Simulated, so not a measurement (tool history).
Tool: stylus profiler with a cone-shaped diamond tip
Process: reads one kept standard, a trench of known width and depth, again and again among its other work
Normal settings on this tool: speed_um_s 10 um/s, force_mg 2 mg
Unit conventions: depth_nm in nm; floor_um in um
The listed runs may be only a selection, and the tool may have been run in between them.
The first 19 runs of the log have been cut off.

run	hour	speed_um_s	force_mg	depth_nm	floor_um
20	1355.2	10	2.24	505.54	23.55
21	1437.9	10	2.24	505.52	23.46
# hour 1510.8: new tip fitted, height scale calibrated
22	1513.8	10	2	506.24	25.59
23	1570.1	6	1.25	504.57	25.46
24	1615.2	17	4.58	510.8	25.28
25	1664.5	3	5.98	512.98	25.28
26	1728.4	8	1.48	504.84	25.01
27	1820.6	10	0.7	502.51	24.78

For run 28, what comes out?
28	1912.3	10	0.7	?	?

depth_nm: 502.48 nm
floor_um: 24.57 um
Were there no unlogged condition in the tool, this run, its random variation unchanged, would have produced depth_nm 503.13 nm, floor_um 25.53 um.
